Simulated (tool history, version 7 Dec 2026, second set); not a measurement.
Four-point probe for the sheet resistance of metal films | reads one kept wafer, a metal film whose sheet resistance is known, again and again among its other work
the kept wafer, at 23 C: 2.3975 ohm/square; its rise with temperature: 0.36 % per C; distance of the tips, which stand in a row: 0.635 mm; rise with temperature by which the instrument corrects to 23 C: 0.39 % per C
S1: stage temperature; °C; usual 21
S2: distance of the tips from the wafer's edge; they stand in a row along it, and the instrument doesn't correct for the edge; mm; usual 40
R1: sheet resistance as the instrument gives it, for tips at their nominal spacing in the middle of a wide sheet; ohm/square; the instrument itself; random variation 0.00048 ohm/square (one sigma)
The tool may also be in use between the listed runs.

Run 1, hour 0.0: usual settings. Result: R1 2.403502 ohm/square.
Run 2, hour 31.7: usual settings. Result: R1 2.404749 ohm/square.
Run 3, hour 58.7: usual settings. Result: R1 2.404685 ohm/square.
Run 4, hour 91.6: usual settings but S1 23 °C. Result: R1 2.402951 ohm/square.
Run 5, hour 114.1: usual settings but S1 23 °C. Result: R1 2.402584 ohm/square.
Run 6, hour 144.6: usual settings but S1 30 °C, S2 20 mm. Result: R1 2.398905 ohm/square.
Run 7, hour 161.7: usual settings but S1 28 °C, S2 3 mm. Result: R1 2.456051 ohm/square.
Run 8, hour 186.3: usual settings but S1 31 °C, S2 24 mm. Result: R1 2.398483 ohm/square.
Run 9, hour 212.6: usual settings but S1 28 °C. Result: R1 2.398959 ohm/square.
Run 10, hour 247.9: usual settings but S1 19 °C. Result: R1 2.406095 ohm/square.

Some steps in R1 between neighbouring runs. How much of each would the tool show without its hidden state too (settings, what came in, random variation), and how much is left for the hidden state, with any gauge scatter that isn't in both results?
The hidden state here: inner tips' distance over the nominal, %; tips' flats over new ones', %; wafer's true temperature over the reading, C; drift of the gauge itself on sheet_ohm, %.
Run 6 -> 7: S1 30 -> 28, S2 20 -> 3. R1 +0.057146 ohm/square: hidden state +0.000122, all else +0.057024.
Run 7 -> 8: S1 28 -> 31, S2 3 -> 24. R1 -0.057568 ohm/square: hidden state -0.000054, all else -0.057514.
